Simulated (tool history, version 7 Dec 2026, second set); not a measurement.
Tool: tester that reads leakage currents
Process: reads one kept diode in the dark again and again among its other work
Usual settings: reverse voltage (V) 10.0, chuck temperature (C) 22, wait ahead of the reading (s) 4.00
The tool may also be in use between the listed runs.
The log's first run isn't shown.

| run | hour | reverse voltage (V) | chuck temperature (C) | wait ahead of the reading (s) | hours of work since the probe card was cleaned | hours of work since the tester was calibrated | hours of work since the chuck was calibrated | current that the tester gives (pA) |
|---|---|---|---|---|---|---|---|---|
| 2 | 204.6 | 10.0 | 22 | 4.00 | 3045 | 2773 | 1235 | 33.45 |
|  | 301.1 | probe card cleaned and baked |
| 3 | 400.6 | 10.0 | 22 | 8.67 | 54 | 2878 | 1340 | 10.26 |
|  | 653.3 | chuck's temperature calibrated |
| 4 | 659.4 | 10.0 | 22 | 8.67 | 194 | 3017 | 3 | 10.36 |
|  | 902.6 | tester calibrated |
| 5 | 902.6 | 10.0 | 22 | 4.00 | 325 | 0 | 135 | 12.41 |
| 6 | 1078.7 | 10.8 | 22 | 4.00 | 421 | 96 | 230 | 13.82 |
| 7 | 1346.3 | 10.8 | 22 | 4.00 | 566 | 241 | 376 | 15.08 |
| 8 | 1478.1 | 12.3 | 22 | 4.00 | 638 | 313 | 448 | 17.11 |
| 9 | 1633.1 | 10.0 | 22 | 4.00 | 722 | 397 | 532 | 15.49 |
| 10 | 1839.3 | 10.0 | 22 | 2.56 | 835 | 510 | 644 | 17.06 |
| 11 | 2058.7 | 10.0 | 22 | 2.56 | 954 | 629 | 763 | 17.83 |
| 12 | 2266.6 | 10.0 | 22 | 2.56 | 1067 | 742 | 877 | 18.84 |
| 13 | 2384.5 | 10.0 | 22 | 2.56 | 1131 | 806 | 941 | 19.26 |
| 14 | 2660.1 | 10.0 | 22 | 4.00 | 1281 | 956 | 1091 | 19.72 |
| 15 | 2815.0 | 10.0 | 22 | 4.68 | 1365 | 1040 | 1175 | 20.35 |
| 16 | 3089.8 | 16.3 | 22 | 4.00 | 1515 | 1190 | 1324 | 32.11 |
| 17 | 3247.0 | 2.7 | 22 | 0.79 | 1600 | 1275 | 1410 | 9.36 |
|  | 3379.5 | chuck's temperature calibrated |
| 18 | 3444.7 | 3.3 | 22 | 4.71 | 1707 | 1382 | 35 | 9.34 |
| 19 | 3613.4 | 10.0 | 21 | 4.00 | 1799 | 1474 | 127 | 22.42 |
| 20 | 3823.6 | 10.0 | 21 | 4.00 | 1913 | 1588 | 242 | 23.36 |
| 21 | 4017.7 | 1.0 | 22 | 0.44 | 2019 | 1694 | 347 | 4.89 |
| 22 | 4147.1 | 18.4 | 38 | 9.31 | 2089 | 1764 | 418 | 69.59 |
| 23 | 4413.3 | 16.9 | 20 | 1.86 | 2234 | 1909 | 562 | 41.76 |
| 24 | 4533.5 | 16.9 | 20 | 1.86 | 2299 | 1974 | 628 | 42.59 |
| 25 | 4724.9 | 2.4 | 24 | 0.90 | 2403 | 2078 | 732 | 10.40 |
| 26 | 4972.4 | 2.0 | 27 | 0.98 | 2538 | 2213 | 867 | 10.38 |

Forecast run 27:
| 27 | 5092.4 | 2.0 | 27 | 7.55 | 2603 | 2278 | 932 | ? |

current that the tester gives (pA): 9.89
Without the tool's hidden state the same run would have given current that the tester gives (pA) 5.71.
